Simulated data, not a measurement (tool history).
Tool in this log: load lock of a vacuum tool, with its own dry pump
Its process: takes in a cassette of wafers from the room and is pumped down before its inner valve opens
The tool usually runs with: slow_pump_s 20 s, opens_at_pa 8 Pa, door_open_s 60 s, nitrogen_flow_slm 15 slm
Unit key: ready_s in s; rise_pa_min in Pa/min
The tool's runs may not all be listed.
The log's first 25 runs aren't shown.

run	day	slow_pump_s	opens_at_pa	door_open_s	nitrogen_flow_slm	hours that the pump has run since its overhaul	times that the door has closed on its seal	incoming humidity of the room's air, %	ready_s	rise_pa_min
26	145.633	20	7	60	21	9848	15843	47	49.5	0.078
27	154.05	20	7	60	21	10050	16690	43.3	49.6	0.078
28	158.692	20	8	38	12	10161	17156	46.6	48.8	0.081
29	164.292	34	14	60	12	10295	17719	42.7	56.6	0.091
30	168.012	20	9	229	15	10385	18094	45.6	48.2	0.152
# day 170.562: dry pump taken out, an overhauled one fitted
31	171.829	20	8	28	41	30	18452	45	45.3	0.055
32	178.229	20	14	60	6	184	19096	44.4	43.9	0.097
33	186.475	38	14	53	6	382	19925	43.4	56.7	0.098
34	191.638	38	14	130	6	506	20444	43.9	56.7	0.144
35	197.608	38	14	130	6	649	21045	45.3	56.6	0.143
36	203.812	38	10	60	10	798	21669	47.6	58.5	0.11
37	211.371	26	8	60	15	979	22429	46.5	49.7	0.102

Forecast each of these 3 alternatives for the next run:
A	217.704	19	8	35	12	1131	23065	46.5	?	?
B	217.704	14	8	31	15	1131	23065	46.5	?	?
C	217.704	26	8	42	21	1131	23065	44.1	?	?

run	ready_s	rise_pa_min
A	45.3	0.091
B	41.6	0.086
C	49.9	0.088
Stripped of hidden state, with their random variation kept, the same runs would have yielded:
run	ready_s	rise_pa_min
A	44.8	0.047
B	41.2	0.041
C	49.5	0.044

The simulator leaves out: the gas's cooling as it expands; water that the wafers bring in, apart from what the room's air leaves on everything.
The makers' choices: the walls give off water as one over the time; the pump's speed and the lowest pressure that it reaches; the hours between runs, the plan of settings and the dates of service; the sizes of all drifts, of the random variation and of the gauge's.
